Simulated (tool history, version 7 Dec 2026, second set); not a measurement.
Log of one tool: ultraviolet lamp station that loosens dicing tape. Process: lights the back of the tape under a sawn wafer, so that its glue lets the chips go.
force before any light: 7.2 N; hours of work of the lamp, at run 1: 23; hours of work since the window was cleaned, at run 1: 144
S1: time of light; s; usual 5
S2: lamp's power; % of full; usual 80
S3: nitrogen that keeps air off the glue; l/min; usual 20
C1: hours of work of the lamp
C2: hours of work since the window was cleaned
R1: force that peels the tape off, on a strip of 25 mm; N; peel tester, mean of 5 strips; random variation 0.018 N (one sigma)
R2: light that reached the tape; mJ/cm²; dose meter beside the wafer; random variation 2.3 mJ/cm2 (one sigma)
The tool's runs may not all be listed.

run	hour	S1	S2	S3	C1	C2	R1	R2
1	0	5	80	20	23	144	0.931	233
2	59	5	80	20	64	186	0.985	226
3	102.9	5	80	20	96	217	1.029	218
4	156.1	3	80	20	133	254	2.203	130
5	206.8	3	80	20	169	290	2.251	127
6	249.9	5	80	20	200	321	1.179	204
7	281.1	5	80	20	222	343	1.191	202
8	328.7	5	83	20	255	377	1.115	207
9	362.5	5	83	20	279	401	1.215	196
10	407.8	5	83	20	312	433	1.23	195
11	454.6	5	80	20	345	466	1.363	182
12	515.3	5	80	20	388	509	1.481	177
13	565.7	5	80	20	423	545	1.499	175
14	612.5	5	80	20	456	578	1.557	165
# hour 617.6: window cleaned of glue's vapour
15	660.4	5	80	20	490	30	1.869	150
16	712.2	3	66	27	527	67	3.324	74
17	753.5	3	66	27	556	96	3.544	73
# hour 777.6: window cleaned of glue's vapour, once more
18	803	3	84	8	591	18	3.56	114
19	837.8	3	63	8	615	43	4.109	85
20	883.3	5	76	35	648	75	1.195	162
21	932.2	5	60	11	682	110	2.909	125
22	999.2	5	96	14	730	157	1.588	197
23	1051.8	5	79	20	767	194	1.724	160
24	1100.2	2	69	9	801	228	5.053	54
25	1153.1	2	69	9	839	266	5.166	51
26	1222.9	2	69	9	888	315	5.303	44
27	1282.7	2	69	9	930	358	4.9	51
28	1349.3	2	73	13	978	405	5.14	45

3 ways to go on from here, each from the tool as it stands after run 28. What would each give?
# hour 1365.1: lamp changed
A	1414.2	5	80	20	35	450	?	?
# hour 1365.1: lamp changed
B	1414.2	8	65	37	35	450	?	?
# hour 1365.1: lamp changed
C	1414.2	6	67	13	35	450	?	?

run	R1	R2
A	1.096	212
B	0.465	277
C	1.471	215
Without the tool's hidden state the same runs would have given:
run	R1	R2
A	0.856	246
B	0.368	321
C	1.176	249

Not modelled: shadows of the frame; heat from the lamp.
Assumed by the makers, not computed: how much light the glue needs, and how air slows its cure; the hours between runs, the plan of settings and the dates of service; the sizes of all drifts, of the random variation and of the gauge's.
